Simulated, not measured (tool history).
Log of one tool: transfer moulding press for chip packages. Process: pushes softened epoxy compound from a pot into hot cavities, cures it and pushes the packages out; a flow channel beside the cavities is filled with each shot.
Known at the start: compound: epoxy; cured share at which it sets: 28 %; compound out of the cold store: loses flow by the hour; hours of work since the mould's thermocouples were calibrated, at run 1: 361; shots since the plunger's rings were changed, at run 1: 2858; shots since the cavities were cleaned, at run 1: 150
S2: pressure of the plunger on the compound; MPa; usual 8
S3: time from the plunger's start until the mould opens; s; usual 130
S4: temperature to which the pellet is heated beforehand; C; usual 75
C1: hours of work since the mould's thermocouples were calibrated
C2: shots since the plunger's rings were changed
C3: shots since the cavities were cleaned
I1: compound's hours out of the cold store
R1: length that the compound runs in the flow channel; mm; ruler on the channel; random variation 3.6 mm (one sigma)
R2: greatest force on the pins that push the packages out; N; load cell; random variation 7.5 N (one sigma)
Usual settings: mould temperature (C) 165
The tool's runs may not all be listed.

Run 1, hour 0: usual settings; C1 361; C2 2858; C3 150; I1 29.1. Result: R1 521 mm, R2 333 N.
Run 2, hour 6.7: usual settings but mould temperature (C) 162; C1 364; C2 2907; C3 199; I1 25.1. Result: R1 551 mm, R2 401 N.
Run 3, hour 17: usual settings; C1 370; C2 2981; C3 273; I1 28.1. Result: R1 534 mm, R2 326 N.
Run 4, hour 28.6: usual settings; C1 376; C2 3066; C3 358; I1 46.4. Result: R1 472 mm, R2 317 N.
Run 5, hour 36.5: usual settings but S3 117 s; C1 380; C2 3124; C3 416; I1 36.8. Result: R1 503 mm, R2 375 N.
Run 6, hour 43.9: usual settings; C1 384; C2 3178; C3 470; I1 31.8. Result: R1 515 mm, R2 332 N.
Run 7, hour 59.6: usual settings; C1 393; C2 3292; C3 584; I1 10.5. Result: R1 591 mm, R2 345 N.
Run 8, hour 68.7: usual settings but S3 117 s; C1 398; C2 3358; C3 650; I1 45. Result: R1 478 mm, R2 383 N.
At hour 75.3: cavities cleaned with cleaning compound and waxed.
Run 9, hour 85.8: usual settings but S2 8.43 MPa; C1 406; C2 3472; C3 77; I1 22.8. Result: R1 560 mm, R2 339 N.
Run 10, hour 95.1: usual settings but S2 8.43 MPa, S3 154 s; C1 411; C2 3540; C3 145; I1 39.2. Result: R1 507 mm, R2 282 N.
Run 11, hour 104.6: usual settings but S2 8.16 MPa, S4 69 C; C1 416; C2 3609; C3 214; I1 16.4. Result: R1 576 mm, R2 340 N.
Run 12, hour 116.7: usual settings but S3 164 s; C1 423; C2 3697; C3 302; I1 23.4. Result: R1 547 mm, R2 270 N.
Run 13, hour 130.9: usual settings but mould temperature (C) 166, S2 6.89 MPa, S4 69 C; C1 430; C2 3800; C3 405; I1 28.5. Result: R1 493 mm, R2 310 N.
Run 14, hour 142.7: usual settings but mould temperature (C) 166, S2 6.89 MPa, S4 69 C; C1 437; C2 3887; C3 492; I1 45.5. Result: R1 444 mm, R2 320 N.

4 ways to go on from here, each from the tool as it stands after run 14. What would each give?
Run A, hour 150.1: usual settings but mould temperature (C) 164, S2 7.53 MPa, S3 139 s, S4 69 C; C1 441; C2 3940; C3 545; I1 28.1. Result: R1 ?, R2 ?.
Run B, hour 150.1: usual settings but mould temperature (C) 162, S2 6.21 MPa, S4 74 C; C1 441; C2 3940; C3 545; I1 41.8. Result: R1 ?, R2 ?.
Run C, hour 150.1: usual settings but mould temperature (C) 166, S2 7.75 MPa, S3 120 s, S4 79 C; C1 441; C2 3940; C3 545; I1 28.7. Result: R1 ?, R2 ?.
Run D, hour 150.1: usual settings but mould temperature (C) 169, S2 6.03 MPa, S4 71 C; C1 441; C2 3940; C3 545; I1 11.2. Result: R1 ?, R2 ?.

run   R1   R2
  A  518  328
  B  438  377
  C  520  358
  D  500  289
Without the tool's hidden state the same runs would have given:
run   R1   R2
  A  518  325
  B  439  373
  C  520  354
  D  501  286

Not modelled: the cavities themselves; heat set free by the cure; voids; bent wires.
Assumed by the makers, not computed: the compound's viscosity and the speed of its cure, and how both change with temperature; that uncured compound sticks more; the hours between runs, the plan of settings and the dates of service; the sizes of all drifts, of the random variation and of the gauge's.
